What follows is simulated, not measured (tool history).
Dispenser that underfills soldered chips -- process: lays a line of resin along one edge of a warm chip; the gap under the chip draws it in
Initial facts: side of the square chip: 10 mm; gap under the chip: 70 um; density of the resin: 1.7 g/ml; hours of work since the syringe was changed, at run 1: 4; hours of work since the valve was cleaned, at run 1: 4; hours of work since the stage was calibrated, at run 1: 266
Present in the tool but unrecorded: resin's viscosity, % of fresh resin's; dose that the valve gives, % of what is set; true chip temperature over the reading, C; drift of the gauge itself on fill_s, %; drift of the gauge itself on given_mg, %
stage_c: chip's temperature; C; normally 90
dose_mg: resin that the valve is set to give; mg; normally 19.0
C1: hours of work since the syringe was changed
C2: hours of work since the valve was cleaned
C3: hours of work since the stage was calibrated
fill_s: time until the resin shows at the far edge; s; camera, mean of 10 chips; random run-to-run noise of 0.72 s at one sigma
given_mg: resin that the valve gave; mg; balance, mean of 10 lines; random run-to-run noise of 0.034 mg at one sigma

run 1 day=0.000 | stage_c=90 dose_mg=19.0 | C1=4 C2=4 C3=266 | fill_s=71.0 given_mg=18.96
-- day=0.279 new syringe of resin
run 2 day=0.638 | stage_c=86 dose_mg=19.0 | C1=6 C2=14 C3=276 | fill_s=85.9 given_mg=18.88
-- day=0.783 new syringe of resin
run 3 day=1.142 | stage_c=86 dose_mg=19.0 | C1=6 C2=22 C3=284 | fill_s=86.5 given_mg=18.77
-- day=1.296 new syringe of resin
run 4 day=1.712 | stage_c=86 dose_mg=19.0 | C1=7 C2=31 C3=293 | fill_s=90.1 given_mg=18.65
-- day=1.812 new syringe of resin
-- day=2.350 new syringe of resin
run 5 day=2.350 | stage_c=86 dose_mg=19.0 | C1=0 C2=40 C3=303 | fill_s=72.1 given_mg=18.66
-- day=2.854 new syringe of resin
run 6 day=2.921 | stage_c=90 dose_mg=19.0 | C1=1 C2=49 C3=312 | fill_s=64.3 given_mg=18.59
run 7 day=3.279 | stage_c=90 dose_mg=19.4 | C1=7 C2=55 C3=317 | fill_s=79.4 given_mg=18.97
-- day=3.388 new syringe of resin
-- day=3.900 new syringe of resin
run 8 day=3.900 | stage_c=90 dose_mg=19.0 | C1=0 C2=64 C3=327 | fill_s=64.0 given_mg=18.39
run 9 day=4.329 | stage_c=90 dose_mg=19.0 | C1=7 C2=71 C3=334 | fill_s=80.1 given_mg=18.42
-- day=4.400 new syringe of resin
run 10 day=4.729 | stage_c=90 dose_mg=19.0 | C1=5 C2=77 C3=340 | fill_s=74.3 given_mg=18.28
-- day=4.867 dispensing valve cleaned and set on the balance
-- day=4.958 new syringe of resin
run 11 day=5.342 | stage_c=90 dose_mg=19.0 | C1=6 C2=7 C3=349 | fill_s=74.6 given_mg=18.97
-- day=5.500 new syringe of resin
run 12 day=5.929 | stage_c=90 dose_mg=19.0 | C1=7 C2=17 C3=358 | fill_s=75.1 given_mg=18.93
-- day=6.025 new syringe of resin
run 13 day=6.358 | stage_c=90 dose_mg=19.0 | C1=5 C2=23 C3=365 | fill_s=73.8 given_mg=18.80
-- day=6.554 new syringe of resin
run 14 day=6.833 | stage_c=90 dose_mg=19.0 | C1=4 C2=31 C3=372 | fill_s=71.0 given_mg=18.75
-- day=7.054 new syringe of resin
run 15 day=7.188 | stage_c=90 dose_mg=19.0 | C1=2 C2=36 C3=377 | fill_s=65.9 given_mg=18.64
run 16 day=7.471 | stage_c=79 dose_mg=19.0 | C1=7 C2=41 C3=382 | fill_s=113.3 given_mg=18.62
-- day=7.592 new syringe of resin
run 17 day=7.967 | stage_c=90 dose_mg=19.0 | C1=6 C2=48 C3=390 | fill_s=75.9 given_mg=18.57
-- day=8.092 new syringe of resin
run 18 day=8.521 | stage_c=90 dose_mg=19.0 | C1=7 C2=57 C3=398 | fill_s=77.4 given_mg=18.52
-- day=8.596 new syringe of resin
run 19 day=8.896 | stage_c=90 dose_mg=19.0 | C1=5 C2=63 C3=404 | fill_s=73.5 given_mg=18.48
-- day=9.129 new syringe of resin
run 20 day=9.542 | stage_c=90 dose_mg=19.0 | C1=7 C2=73 C3=414 | fill_s=76.9 given_mg=18.35
-- day=9.646 new syringe of resin
-- day=9.983 dispensing valve cleaned and set on the balance
-- day=10.229 new syringe of resin
run 21 day=10.254 | stage_c=86 dose_mg=18.3 | C1=0 C2=4 C3=424 | fill_s=70.5 given_mg=18.29
-- day=10.725 new syringe of resin
run 22 day=10.783 | stage_c=85 dose_mg=21.6 | C1=1 C2=12 C3=433 | fill_s=73.8 given_mg=21.48
run 23 day=11.162 | stage_c=84 dose_mg=22.6 | C1=7 C2=18 C3=439 | fill_s=94.5 given_mg=22.39
-- day=11.229 new syringe of resin
run 24 day=11.621 | stage_c=84 dose_mg=22.6 | C1=6 C2=25 C3=446 | fill_s=89.8 given_mg=22.38
-- day=11.758 new syringe of resin
run 25 day=12.042 | stage_c=84 dose_mg=22.6 | C1=5 C2=32 C3=452 | fill_s=85.3 given_mg=22.26
-- day=12.267 new syringe of resin
run 26 day=12.533 | stage_c=85 dose_mg=23.0 | C1=4 C2=40 C3=460 | fill_s=82.8 given_mg=22.59
-- day=12.783 new syringe of resin
run 27 day=13.042 | stage_c=101 dose_mg=20.0 | C1=4 C2=48 C3=468 | fill_s=47.8 given_mg=19.60
-- day=13.300 new syringe of resin
run 28 day=13.404 | stage_c=101 dose_mg=20.0 | C1=2 C2=53 C3=473 | fill_s=45.5 given_mg=19.48
run 29 day=13.729 | stage_c=100 dose_mg=24.5 | C1=7 C2=58 C3=479 | fill_s=54.1 given_mg=23.90
-- day=13.808 new syringe of resin
run 30 day=14.138 | stage_c=76 dose_mg=18.0 | C1=5 C2=65 C3=485 | fill_s=117.5 given_mg=17.41
-- day=14.312 new syringe of resin
run 31 day=14.554 | stage_c=76 dose_mg=18.0 | C1=4 C2=71 C3=491 | fill_s=111.0 given_mg=17.39
-- day=14.842 new syringe of resin
run 32 day=14.867 | stage_c=78 dose_mg=18.0 | C1=0 C2=76 C3=496 | fill_s=93.5 given_mg=17.31
-- day=15.079 dispensing valve cleaned and set on the balance
-- day=15.379 new syringe of resin
run 33 day=15.383 | stage_c=78 dose_mg=18.0 | C1=0 C2=5 C3=504 | fill_s=91.3 given_mg=18.01
run 34 day=15.683 | stage_c=81 dose_mg=23.1 | C1=5 C2=9 C3=508 | fill_s=95.5 given_mg=23.05

Run by run, hidden condition taken away, random variation retained:
run=1 fill_s=65.9 given_mg=18.99
run=2 fill_s=74.2 given_mg=19.00
run=3 fill_s=75.2 given_mg=18.96
run=4 fill_s=75.5 given_mg=18.93
run=5 fill_s=75.8 given_mg=19.02
run=6 fill_s=65.6 given_mg=19.03
run=7 fill_s=66.7 given_mg=19.46
run=8 fill_s=66.6 given_mg=18.96
run=9 fill_s=65.7 given_mg=19.05
run=10 fill_s=66.0 given_mg=18.96
run=11 fill_s=65.3 given_mg=19.01
run=12 fill_s=65.2 given_mg=19.05
run=13 fill_s=65.4 given_mg=18.99
run=14 fill_s=66.4 given_mg=19.00
run=15 fill_s=65.4 given_mg=18.94
run=16 fill_s=96.5 given_mg=18.97
run=17 fill_s=65.7 given_mg=18.98
run=18 fill_s=65.8 given_mg=19.01
run=19 fill_s=66.1 given_mg=19.02
run=20 fill_s=66.5 given_mg=18.98
run=21 fill_s=74.2 given_mg=18.31
run=22 fill_s=77.2 given_mg=21.60
run=23 fill_s=80.3 given_mg=22.57
run=24 fill_s=79.7 given_mg=22.64
run=25 fill_s=79.4 given_mg=22.59
run=26 fill_s=77.5 given_mg=23.00
run=27 fill_s=45.6 given_mg=20.05
run=28 fill_s=46.0 given_mg=19.98
run=29 fill_s=45.7 given_mg=24.58
run=30 fill_s=106.8 given_mg=17.96
run=31 fill_s=106.1 given_mg=18.00
run=32 fill_s=99.7 given_mg=17.95
run=33 fill_s=99.9 given_mg=18.01
run=34 fill_s=88.4 given_mg=23.10

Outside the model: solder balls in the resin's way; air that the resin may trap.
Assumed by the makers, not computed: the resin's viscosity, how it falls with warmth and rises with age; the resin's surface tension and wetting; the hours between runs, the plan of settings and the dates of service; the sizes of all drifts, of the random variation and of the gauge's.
